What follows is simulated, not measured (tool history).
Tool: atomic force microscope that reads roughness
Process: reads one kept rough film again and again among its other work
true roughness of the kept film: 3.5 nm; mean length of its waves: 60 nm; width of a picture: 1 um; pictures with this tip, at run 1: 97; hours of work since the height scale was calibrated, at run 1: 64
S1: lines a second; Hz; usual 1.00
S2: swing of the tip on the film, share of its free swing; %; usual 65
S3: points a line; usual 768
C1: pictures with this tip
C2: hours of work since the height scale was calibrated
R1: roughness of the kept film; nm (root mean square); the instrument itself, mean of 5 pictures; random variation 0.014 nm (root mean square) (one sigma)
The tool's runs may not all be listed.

Run 1, hour 0.0: usual settings; C1 97; C2 64. Result: R1 3.271 nm (root mean square).
Run 2, hour 22.8: usual settings; C1 136; C2 78. Result: R1 3.203 nm (root mean square).
Run 3, hour 55.7: usual settings; C1 191; C2 96. Result: R1 3.211 nm (root mean square).
Run 4, hour 71.4: usual settings but S1 2.19 Hz; C1 218; C2 105. Result: R1 3.146 nm (root mean square).
Run 5, hour 91.6: usual settings but S1 2.19 Hz; C1 252; C2 117. Result: R1 3.122 nm (root mean square).
Run 6, hour 123.0: usual settings but S1 2.19 Hz; C1 306; C2 135. Result: R1 3.065 nm (root mean square).
Run 7, hour 160.9: usual settings but S2 63 %; C1 370; C2 156. Result: R1 3.093 nm (root mean square).
At hour 168.9: new tip fitted.
Run 8, hour 185.8: usual settings but S1 2.23 Hz; C1 29; C2 170. Result: R1 3.240 nm (root mean square).
Run 9, hour 211.1: usual settings but S3 534; C1 72; C2 185. Result: R1 3.286 nm (root mean square).
Run 10, hour 246.5: usual settings; C1 132; C2 205. Result: R1 3.226 nm (root mean square).
Run 11, hour 269.0: usual settings but S3 260; C1 170; C2 218. Result: R1 3.179 nm (root mean square).
Run 12, hour 307.4: usual settings; C1 235; C2 239. Result: R1 3.151 nm (root mean square).
Run 13, hour 341.1: usual settings; C1 292; C2 259. Result: R1 3.121 nm (root mean square).
Run 14, hour 378.1: usual settings but S3 463; C1 355; C2 280. Result: R1 3.075 nm (root mean square).
At hour 394.0: new tip fitted.
Run 15, hour 394.2: usual settings but S3 463; C1 0; C2 289. Result: R1 3.322 nm (root mean square).
Run 16, hour 431.8: usual settings but S3 732; C1 64; C2 310. Result: R1 3.278 nm (root mean square).
Run 17, hour 466.1: usual settings but S3 732; C1 122; C2 330. Result: R1 3.242 nm (root mean square).
Run 18, hour 485.4: usual settings but S3 732; C1 155; C2 341. Result: R1 3.217 nm (root mean square).
Run 19, hour 505.1: usual settings; C1 188; C2 352. Result: R1 3.191 nm (root mean square).
Run 20, hour 540.9: usual settings but S2 62 %; C1 249; C2 372. Result: R1 3.177 nm (root mean square).
Run 21, hour 574.3: usual settings but S2 62 %; C1 306; C2 391. Result: R1 3.136 nm (root mean square).
Run 22, hour 608.9: usual settings but S2 62 %; C1 365; C2 411. Result: R1 3.105 nm (root mean square).
At hour 619.0: new tip fitted.
Run 23, hour 630.2: usual settings but S1 1.77 Hz, S2 58 %, S3 329; C1 19; C2 423. Result: R1 3.273 nm (root mean square).
Run 24, hour 652.2: usual settings but S1 2.48 Hz, S2 61 %; C1 57; C2 435. Result: R1 3.248 nm (root mean square).
Run 25, hour 679.9: usual settings but S1 2.48 Hz, S2 61 %; C1 104; C2 451. Result: R1 3.229 nm (root mean square).
Run 26, hour 696.8: usual settings but S3 631; C1 132; C2 461. Result: R1 3.211 nm (root mean square).
Run 27, hour 729.6: usual settings but S1 0.74 Hz; C1 188; C2 480. Result: R1 3.211 nm (root mean square).
Run 28, hour 749.5: usual settings but S1 0.74 Hz; C1 222; C2 491. Result: R1 3.187 nm (root mean square).
Run 29, hour 767.6: usual settings but S1 1.95 Hz, S2 74 %; C1 253; C2 501. Result: R1 3.081 nm (root mean square).
Run 30, hour 797.9: usual settings but S1 1.37 Hz, S2 74 %, S3 951; C1 304; C2 518. Result: R1 3.065 nm (root mean square).
Run 31, hour 813.9: usual settings but S1 3.25 Hz, S2 70 %, S3 998; C1 331; C2 528. Result: R1 2.964 nm (root mean square).
Run 32, hour 841.6: usual settings but S1 1.15 Hz, S2 66 %, S3 651; C1 378; C2 543. Result: R1 3.095 nm (root mean square).
At hour 844.1: new tip fitted.
Run 33, hour 865.4: usual settings but S1 3.70 Hz, S2 57 %, S3 306; C1 36; C2 557. Result: R1 3.256 nm (root mean square).
Run 34, hour 889.1: usual settings but S1 2.20 Hz, S2 74 %; C1 76; C2 570. Result: R1 3.157 nm (root mean square).
Run 35, hour 906.3: usual settings but S1 2.20 Hz, S2 74 %, S3 702; C1 106; C2 580. Result: R1 3.141 nm (root mean square).
Run 36, hour 923.4: usual settings but S1 2.20 Hz, S2 74 %, S3 702; C1 135; C2 590. Result: R1 3.137 nm (root mean square).
Run 37, hour 957.7: usual settings but S2 82 %; C1 193; C2 609. Result: R1 3.146 nm (root mean square).
Run 38, hour 989.0: usual settings but S2 82 %; C1 246; C2 627. Result: R1 3.079 nm (root mean square).
Run 39, hour 1025.0: usual settings but S1 0.70 Hz, S2 59 %; C1 307; C2 648. Result: R1 3.145 nm (root mean square).
Run 40, hour 1043.1: usual settings but S1 0.64 Hz, S2 61 %, S3 263; C1 338; C2 658. Result: R1 3.129 nm (root mean square).
Run 41, hour 1060.4: usual settings but S1 2.10 Hz, S2 67 %, S3 309; C1 368; C2 668. Result: R1 3.022 nm (root mean square).

Forecast each of these 5 alternatives for the next run:
At hour 1068.1: new tip fitted.
Run A, hour 1096.9: usual settings but S1 0.84 Hz, S2 58 %, S3 609; C1 49; C2 688. Result: R1 ?.
At hour 1068.1: new tip fitted.
Run B, hour 1096.9: usual settings but S3 438; C1 49; C2 688. Result: R1 ?.
At hour 1068.1: new tip fitted.
Run C, hour 1096.9: usual settings but S1 0.52 Hz, S2 68 %, S3 309; C1 49; C2 688. Result: R1 ?.
At hour 1068.1: new tip fitted.
Run D, hour 1096.9: usual settings but S1 1.04 Hz; C1 49; C2 688. Result: R1 ?.
At hour 1068.1: new tip fitted.
Run E, hour 1096.9: usual settings but S1 2.10 Hz, S2 76 %, S3 513; C1 49; C2 688. Result: R1 ?.

run     R1
  A  3.275
  B  3.261
  C  3.246
  D  3.257
  E  3.142
Without the tool's hidden state the same runs would have given:
run     R1
  A  3.337
  B  3.323
  C  3.308
  D  3.319
  E  3.202

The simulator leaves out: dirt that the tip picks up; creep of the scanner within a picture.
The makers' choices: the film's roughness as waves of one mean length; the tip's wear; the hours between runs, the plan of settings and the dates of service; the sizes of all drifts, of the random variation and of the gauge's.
